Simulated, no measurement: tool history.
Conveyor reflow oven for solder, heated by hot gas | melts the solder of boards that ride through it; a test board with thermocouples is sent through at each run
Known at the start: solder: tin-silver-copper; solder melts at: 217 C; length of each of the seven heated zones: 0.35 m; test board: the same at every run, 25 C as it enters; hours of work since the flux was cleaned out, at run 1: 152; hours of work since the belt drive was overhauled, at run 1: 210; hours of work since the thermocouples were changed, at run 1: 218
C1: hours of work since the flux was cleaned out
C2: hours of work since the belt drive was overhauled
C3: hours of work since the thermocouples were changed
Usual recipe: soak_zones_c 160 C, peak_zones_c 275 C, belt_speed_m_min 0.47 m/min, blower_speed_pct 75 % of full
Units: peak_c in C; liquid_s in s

Run 1, hour 0: usual settings; C1 152; C2 210; C3 218. Result: peak_c 257.2 C, liquid_s 66.1 s.
Run 2, hour 7.8: usual settings; C1 157; C2 215; C3 223. Result: peak_c 257.8 C, liquid_s 65.1 s.
Run 3, hour 18.2: usual settings; C1 164; C2 222; C3 230. Result: peak_c 257 C, liquid_s 66.4 s.
At hour 26.6: flux residue cleaned out of gas plates and filters.
Run 4, hour 28: usual settings; C1 1; C2 225; C3 233. Result: peak_c 258 C, liquid_s 67 s.
Run 5, hour 36.8: usual settings but blower_speed_pct 71 % of full; C1 7; C2 230; C3 239. Result: peak_c 257.1 C, liquid_s 65.9 s.
Run 6, hour 44.6: usual settings but blower_speed_pct 71 % of full; C1 12; C2 236; C3 244. Result: peak_c 256.8 C, liquid_s 65.8 s.
Run 7, hour 52.4: usual settings but blower_speed_pct 71 % of full; C1 17; C2 241; C3 249. Result: peak_c 257.3 C, liquid_s 65.7 s.
Run 8, hour 61.1: usual settings but blower_speed_pct 71 % of full; C1 22; C2 246; C3 255. Result: peak_c 257 C, liquid_s 65.8 s.
Run 9, hour 72.2: usual settings but blower_speed_pct 71 % of full; C1 30; C2 253; C3 262. Result: peak_c 257.7 C, liquid_s 65.5 s.
Run 10, hour 82.4: usual settings but blower_speed_pct 71 % of full; C1 36; C2 260; C3 268. Result: peak_c 257.4 C, liquid_s 65.9 s.
Run 11, hour 91.5: usual settings but belt_speed_m_min 0.462 m/min; C1 42; C2 266; C3 274. Result: peak_c 258.4 C, liquid_s 68.2 s.
Run 12, hour 99.8: usual settings but belt_speed_m_min 0.462 m/min; C1 48; C2 271; C3 280. Result: peak_c 258.9 C, liquid_s 69 s.
Run 13, hour 105.5: usual settings but belt_speed_m_min 0.462 m/min; C1 51; C2 275; C3 283. Result: peak_c 258.6 C, liquid_s 68.7 s.
Run 14, hour 110.2: usual settings but soak_zones_c 166 C, peak_zones_c 285 C, belt_speed_m_min 0.531 m/min; C1 54; C2 278; C3 287. Result: peak_c 262.7 C, liquid_s 64 s.
Run 15, hour 121.5: usual settings but soak_zones_c 166 C, peak_zones_c 285 C, belt_speed_m_min 0.531 m/min; C1 62; C2 286; C3 294. Result: peak_c 263.5 C, liquid_s 62.9 s.
At hour 126.1: belt drive overhauled, speed set with a stopwatch.
Run 16, hour 132.6: usual settings but soak_zones_c 152 C, peak_zones_c 268 C, belt_speed_m_min 0.531 m/min; C1 66; C2 4; C3 299. Result: peak_c 246.2 C, liquid_s 46.5 s.
Run 17, hour 142.4: usual settings but soak_zones_c 152 C, peak_zones_c 268 C, belt_speed_m_min 0.531 m/min; C1 73; C2 11; C3 305. Result: peak_c 245.7 C, liquid_s 46.5 s.
Run 18, hour 151.3: usual settings but soak_zones_c 165 C; C1 78; C2 16; C3 311. Result: peak_c 258.6 C, liquid_s 69.1 s.
At hour 158.9: belt drive overhauled, speed set with a stopwatch, once more.
Run 19, hour 162.2: usual settings but soak_zones_c 165 C; C1 83; C2 2; C3 315. Result: peak_c 258.4 C, liquid_s 68.4 s.
Run 20, hour 170.4: usual settings but peak_zones_c 288 C; C1 88; C2 7; C3 320. Result: peak_c 269.4 C, liquid_s 73.9 s.
Run 21, hour 177.8: usual settings but blower_speed_pct 87 % of full; C1 93; C2 12; C3 325. Result: peak_c 260.6 C, liquid_s 68.5 s.
Run 22, hour 186.8: usual settings but soak_zones_c 151 C, peak_zones_c 264 C; C1 99; C2 18; C3 331. Result: peak_c 246.9 C, liquid_s 52.9 s.
Run 23, hour 197.2: usual settings but peak_zones_c 280 C, blower_speed_pct 53 % of full; C1 106; C2 25; C3 338. Result: peak_c 252.4 C, liquid_s 60.3 s.

Forecast each of these 4 alternatives for the next run:
Run A, hour 205.3: usual settings but soak_zones_c 156 C; C1 111; C2 30; C3 343. Result: peak_c ?, liquid_s ?.
Run B, hour 205.3: usual settings but peak_zones_c 282 C; C1 111; C2 30; C3 343. Result: peak_c ?, liquid_s ?.
Run C, hour 205.3: usual settings but peak_zones_c 270 C, belt_speed_m_min 0.401 m/min, blower_speed_pct 52 % of full; C1 111; C2 30; C3 343. Result: peak_c ?, liquid_s ?.
Run D, hour 205.3: usual settings but soak_zones_c 171 C, peak_zones_c 272 C, belt_speed_m_min 0.479 m/min; C1 111; C2 30; C3 343. Result: peak_c ?, liquid_s ?.

run  peak_c  liquid_s
  A   256.6      64.2
  B   263.3      69.8
  C   250.8      70.1
  D   256.2      67.6
Had the tool no hidden state, the same runs would have come out as:
run  peak_c  liquid_s
  A   256.8      64.5
  B   263.5        70
  C   250.7      70.1
  D   256.3      67.8
